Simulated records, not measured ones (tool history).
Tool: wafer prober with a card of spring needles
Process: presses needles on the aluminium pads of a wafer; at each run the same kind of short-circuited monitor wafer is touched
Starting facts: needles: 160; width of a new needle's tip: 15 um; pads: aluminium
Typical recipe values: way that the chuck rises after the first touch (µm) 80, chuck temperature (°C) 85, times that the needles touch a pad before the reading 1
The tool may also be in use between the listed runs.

run   hour  way that the chuck rises after the first touch (µm)  chuck temperature (°C)  times that the needles touch a pad before the reading  resistance of one needle with its contact and lead (mohm)  way that a needle slides on the pad (µm)
  1      0                                                   80                      85                                                      1                                                        157                                     21.28
       8.2  -- tips cleaned on abrasive film
  2     11                                                   80                      85                                                      1                                                        138                                     21.29
  3   22.7                                                   80                      85                                                      1                                                        159                                     21.27
      26.4  -- tips cleaned on abrasive film
  4   29.5                                                   80                      85                                                      1                                                        140                                     21.23
  5   37.8                                                   80                      85                                                      1                                                        154                                     21.25
      45.1  -- tips cleaned on abrasive film
  6   45.9                                                   80                      85                                                      1                                                        127                                     21.21
  7   60.6                                                   80                      85                                                      1                                                        160                                     21.18
      63.3  -- tips cleaned on abrasive film
  8   74.9                                                   69                      85                                                      1                                                        169                                     18.29
      81.5  -- tips cleaned on abrasive film
      87.4  -- height of the first contact set anew
  9   87.4                                                   69                      85                                                      1                                                        159                                      18.4
      99.9  -- tips cleaned on abrasive film
 10    101                                                   80                      36                                                      1                                                        125                                     21.35
 11  111.7                                                   80                      36                                                      1                                                        153                                     21.36
       118  -- tips cleaned on abrasive film
 12  119.6                                                   80                      36                                                      1                                                        128                                     21.31
 13  131.1                                                   80                      36                                                      1                                                        159                                     21.35
     136.2  -- tips cleaned on abrasive film
 14  143.3                                                   80                      36                                                      1                                                        147                                     21.29
     154.4  -- tips cleaned on abrasive film
 15  158.2                                                   64                      66                                                      2                                                        138                                        17
 16  165.2                                                   92                      66                                                      3                                                        125                                     24.49
     172.8  -- tips cleaned on abrasive film
 17  177.1                                                   92                      66                                                      3                                                        121                                     24.47
 18  184.5                                                   92                      53                                                      2                                                        133                                     24.46
     191.9  -- tips cleaned on abrasive film
 19  194.7                                                   92                      53                                                      2                                                        122                                     24.47
 20  201.4                                                   92                      53                                                      2                                                        132                                     24.48
     210.3  -- tips cleaned on abrasive film
 21  214.2                                                   92                      77                                                      2                                                        128                                      24.4
 22  220.5                                                   61                      45                                                      2                                                        157                                     16.13
 23  227.3                                                   61                      45                                                      2                                                        164                                     16.16
     229.2  -- tips cleaned on abrasive film
 24  237.5                                                   61                      45                                                      2                                                        157                                     16.12
     243.6  -- height of the first contact set anew
     247.5  -- tips cleaned on abrasive film
 25  247.5                                                   92                      34                                                      2                                                        115                                     24.56
 26  259.4                                                   90                      51                                                      1                                                        146                                     23.99

Each row is a separate what-if for the run after 26, all from the same tool condition, not one after another. Results?
       266  -- tips cleaned on abrasive film
  A  269.4                                                   98                      49                                                      2                                                          ?                                         ?
       266  -- tips cleaned on abrasive film
  B  269.4                                                   64                      55                                                      3                                                          ?                                         ?
       266  -- tips cleaned on abrasive film
  C  269.4                                                   90                      85                                                      1                                                          ?                                         ?
       266  -- tips cleaned on abrasive film
  D  269.4                                                   62                      42                                                      1                                                          ?                                         ?
       266  -- tips cleaned on abrasive film
  E  269.4                                                   77                      62                                                      2                                                          ?                                         ?

run  resistance of one needle with its contact and lead (mohm)  way that a needle slides on the pad (µm)
  A                                                        120                                     26.15
  B                                                        132                                     17.06
  C                                                        135                                     24.01
  D                                                        154                                     16.46
  E                                                        132                                     20.55
The same runs, with their run-to-run variation unchanged, on a tool lacking any hidden condition would have given:
run  resistance of one needle with its contact and lead (mohm)  way that a needle slides on the pad (µm)
  A                                                        110                                     26.19
  B                                                        119                                      17.1
  C                                                        117                                     24.05
  D                                                        117                                      16.5
  E                                                        117                                     20.59
